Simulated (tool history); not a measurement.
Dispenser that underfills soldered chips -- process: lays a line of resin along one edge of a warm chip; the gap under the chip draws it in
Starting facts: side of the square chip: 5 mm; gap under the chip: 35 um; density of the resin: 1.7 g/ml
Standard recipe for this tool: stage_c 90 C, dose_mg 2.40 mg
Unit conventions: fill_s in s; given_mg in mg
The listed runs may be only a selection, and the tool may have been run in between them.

run   hour  stage_c  dose_mg  fill_s  given_mg
  1    0.0       90     2.40    51.5     2.366
       3.1  -- new syringe of resin
  2    9.0       90     2.40    53.7     2.366
      12.0  -- new syringe of resin
      13.0  -- dispensing valve cleaned and set on the balance
  3   18.9       90     2.40    52.6     2.400
      21.3  -- new syringe of resin
  4   23.7       90     2.15    44.9     2.140
      30.1  -- new syringe of resin
  5   32.6       90     2.15    44.0     2.148
      38.9  -- new syringe of resin
  6   40.0       90     2.21    41.5     2.197
  7   46.8       90     2.40    59.2     2.388
      47.7  -- new syringe of resin
  8   53.6       90     2.24    53.5     2.235
      56.1  -- new syringe of resin
  9   62.8       90     2.24    55.3     2.225
      64.4  -- new syringe of resin
 10   70.4       90     2.84    52.0     2.815
      72.9  -- new syringe of resin
 11   76.2       90     2.65    45.5     2.621
      81.7  -- new syringe of resin
 12   82.0       90     2.65    37.4     2.622
      90.7  -- new syringe of resin
 13   90.8       90     2.65    37.9     2.624
      94.7  -- dispensing valve cleaned and set on the balance
     100.1  -- new syringe of resin
 14  101.2       90     2.00    40.5     1.991
 15  106.0       90     2.67    51.6     2.655
     109.1  -- new syringe of resin
 16  113.4       90     2.67    47.1     2.647
     117.5  -- new syringe of resin
 17  120.6       90     2.40    44.8     2.381
 18  124.6       90     2.40    55.5     2.372
     125.7  -- new syringe of resin
 19  131.0       77     2.40    80.2     2.378
     134.2  -- new syringe of resin
 20  137.5       96     3.07    36.1     3.036
     142.7  -- new syringe of resin
 21  145.3       82     2.17    56.9     2.145
     151.0  -- new syringe of resin
 22  153.6       82     2.17    58.2     2.141
 23  158.1      100     2.86    39.3     2.817
     159.3  -- new syringe of resin
 24  163.1      103     2.86    29.1     2.803
     168.0  -- new syringe of resin
 25  171.1      103     2.86    26.9     2.810
     176.1  -- dispensing valve cleaned and set on the balance
     177.7  -- new syringe of resin
 26  178.4       90     2.12    39.4     2.122
 27  184.0       90     2.12    53.4     2.122
     186.5  -- new syringe of resin
 28  188.3       90     2.12    42.6     2.105
 29  193.0       90     2.12    54.4     2.121
     194.9  -- new syringe of resin
 30  202.5      102     2.53    36.8     2.517
     203.4  -- new syringe of resin
 31  208.2       91     2.94    45.3     2.921
     212.0  -- new syringe of resin
 32  214.8       95     3.09    35.6     3.072
     220.3  -- new syringe of resin
 33  222.4       94     2.80    35.3     2.781
     228.9  -- new syringe of resin
 34  231.4       84     3.01    52.2     2.983
     237.5  -- new syringe of resin
 35  240.8      104     2.49    26.8     2.455
     246.0  -- new syringe of resin
 36  248.3       92     2.42    39.8     2.389

Branching from run 36: 3 alternative next runs. What would each branch give?
     255.0  -- new syringe of resin
  A  256.6       96     2.95       ?         ?
     255.0  -- new syringe of resin
  B  256.6       80     2.83       ?         ?
     255.0  -- new syringe of resin
  C  256.6      100     2.91       ?         ?

run  fill_s  given_mg
  A    31.2     2.912
  B    58.0     2.784
  C    28.0     2.865
Stripped of hidden state, with their random variation kept, the same runs would have yielded:
run  fill_s  given_mg
  A    30.8     2.955
  B    57.7     2.825
  C    27.6     2.907

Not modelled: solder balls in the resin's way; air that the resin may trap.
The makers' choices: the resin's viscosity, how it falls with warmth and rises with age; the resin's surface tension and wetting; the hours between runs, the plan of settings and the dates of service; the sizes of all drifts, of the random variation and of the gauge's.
